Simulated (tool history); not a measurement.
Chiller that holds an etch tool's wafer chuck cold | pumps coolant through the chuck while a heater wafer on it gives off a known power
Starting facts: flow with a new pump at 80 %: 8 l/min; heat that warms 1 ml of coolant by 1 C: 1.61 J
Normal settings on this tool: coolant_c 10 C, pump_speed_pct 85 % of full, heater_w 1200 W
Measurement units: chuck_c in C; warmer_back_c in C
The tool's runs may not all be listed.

run,day,coolant_c,pump_speed_pct,heater_w,chuck_c,warmer_back_c
1,0.000,10,85,1200,19.2,5.34
2,2.388,10,85,1200,19.4,5.32
3,5.704,10,85,1200,19.1,5.31
4,8.350,10,85,1200,19.3,5.33
5,10.058,10,85,1200,19.2,5.26
6,11.838,10,85,1200,19.4,5.31
7,15.004,10,85,1200,19.5,5.37
8,18.104,10,75,1200,20.5,6.12
9,21.654,8,85,674,13.4,2.91
10,23.538,0,79,1088,9.1,5.24
11,27.075,19,61,940,29.0,5.95
12,29.792,1,75,818,8.4,4.15
13,33.442,6,75,1080,15.5,5.50
14,37.046,6,70,1080,16.2,5.86

Missing from the log above: 2 entries noted between runs. For each, name the pair of listed runs it sits between and say how the tool's hidden condition differs from the listed run just before to the listed run just after:
Runs 4 to 5: chiller's thermometer calibrated (day 8.696)
  heat passed by the chuck's channels, % of clean ones': 96.3 -> 96.2; coolant's true temperature over the reading, C: -0.09 -> -0.13
  the result without the hidden state subtracted from the measured one, chuck_c: +0.2 -> +0.1 C; warmer_back_c: +0.05 -> +0.06 C
Runs 7 to 8: chiller's thermometer calibrated, once more (day 17.754)
  heat passed by the chuck's channels, % of clean ones': 95.8 -> 95.6; flow at a given pump speed, % of a new pump's: 98.8 -> 98.7; coolant's true temperature over the reading, C: -0.14 -> 0.01
  the result without the hidden state subtracted from the measured one, chuck_c: +0.2 -> +0.4 C; warmer_back_c: +0.07 -> +0.08 C
